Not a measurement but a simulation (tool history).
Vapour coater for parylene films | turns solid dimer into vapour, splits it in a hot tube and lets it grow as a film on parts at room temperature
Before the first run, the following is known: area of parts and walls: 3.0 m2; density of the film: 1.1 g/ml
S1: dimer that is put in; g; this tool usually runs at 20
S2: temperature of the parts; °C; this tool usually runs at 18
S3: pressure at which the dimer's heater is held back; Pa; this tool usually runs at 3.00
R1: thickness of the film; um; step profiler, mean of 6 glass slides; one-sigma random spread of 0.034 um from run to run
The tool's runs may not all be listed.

Run 1, day 0.000: usual settings. Result: R1 3.43 um.
At day 0.379: trap's valve overhauled.
Run 2, day 0.658: usual settings. Result: R1 3.95 um.
Run 3, day 1.596: usual settings. Result: R1 3.99 um.
Run 4, day 2.683: usual settings but S3 4.77 Pa. Result: R1 3.81 um.
Run 5, day 3.754: usual settings but S3 4.77 Pa. Result: R1 3.74 um.
Run 6, day 4.638: usual settings but S1 25 g, S3 4.77 Pa. Result: R1 4.65 um.
Run 7, day 5.212: usual settings but S1 25 g, S3 4.77 Pa. Result: R1 4.63 um.
Run 8, day 5.942: usual settings. Result: R1 3.91 um.
Run 9, day 6.771: usual settings. Result: R1 3.78 um.
Run 10, day 7.279: usual settings. Result: R1 3.81 um.
Run 11, day 8.325: usual settings. Result: R1 3.82 um.
Run 12, day 8.975: usual settings. Result: R1 3.81 um.
Run 13, day 10.038: usual settings. Result: R1 3.77 um.
Run 14, day 10.804: usual settings but S1 14 g. Result: R1 2.67 um.
Run 15, day 11.425: usual settings but S1 14 g. Result: R1 2.61 um.
Run 16, day 12.308: usual settings but S1 14 g. Result: R1 2.61 um.
Run 17, day 13.354: usual settings but S1 14 g. Result: R1 2.61 um.
Run 18, day 14.300: usual settings but S1 29 g, S2 29 °C. Result: R1 3.11 um.
Run 19, day 14.908: usual settings but S1 29 g, S2 29 °C. Result: R1 3.12 um.
Run 20, day 15.946: usual settings but S1 33 g, S3 4.08 Pa. Result: R1 5.81 um.
Run 21, day 16.992: usual settings but S1 16 g, S2 16 °C, S3 4.08 Pa. Result: R1 3.05 um.
Run 22, day 17.888: usual settings but S1 16 g, S2 16 °C, S3 4.08 Pa. Result: R1 3.07 um.
Run 23, day 18.862: usual settings but S1 13 g, S2 11 °C, S3 9.31 Pa. Result: R1 2.91 um.
Run 24, day 19.438: usual settings but S1 12 g, S3 5.42 Pa. Result: R1 1.99 um.
Run 25, day 20.079: usual settings but S1 12 g, S3 5.42 Pa. Result: R1 2.01 um.
Run 26, day 20.838: usual settings but S1 12 g, S2 12 °C, S3 2.67 Pa. Result: R1 2.88 um.
Run 27, day 21.746: usual settings but S1 30 g, S2 22 °C, S3 2.45 Pa. Result: R1 4.43 um.

A few steps of R1 between consecutive runs. Split each: what settings, incoming material and random variation would produce without the hidden state, and what is left over for the hidden state, along with gauge scatter present in only one of the two compared results (measured, and without hidden state):
Hidden state at play: vapour lost through the trap's worn valve, %; true temperature of the parts over the reading, C; drift of the gauge itself on film_um, %.
Run 1 -> 2: trap's valve overhauled. R1 +0.52 um: hidden state +0.55, all else -0.03.
Run 19 -> 20: S1 29 -> 33, S2 29 -> 18, S3 3.00 -> 4.08. R1 +2.69 um: hidden state -0.34, all else +3.03.
Run 20 -> 21: S1 33 -> 16, S2 18 -> 16. R1 -2.76 um: hidden state +0.29, all else -3.05.
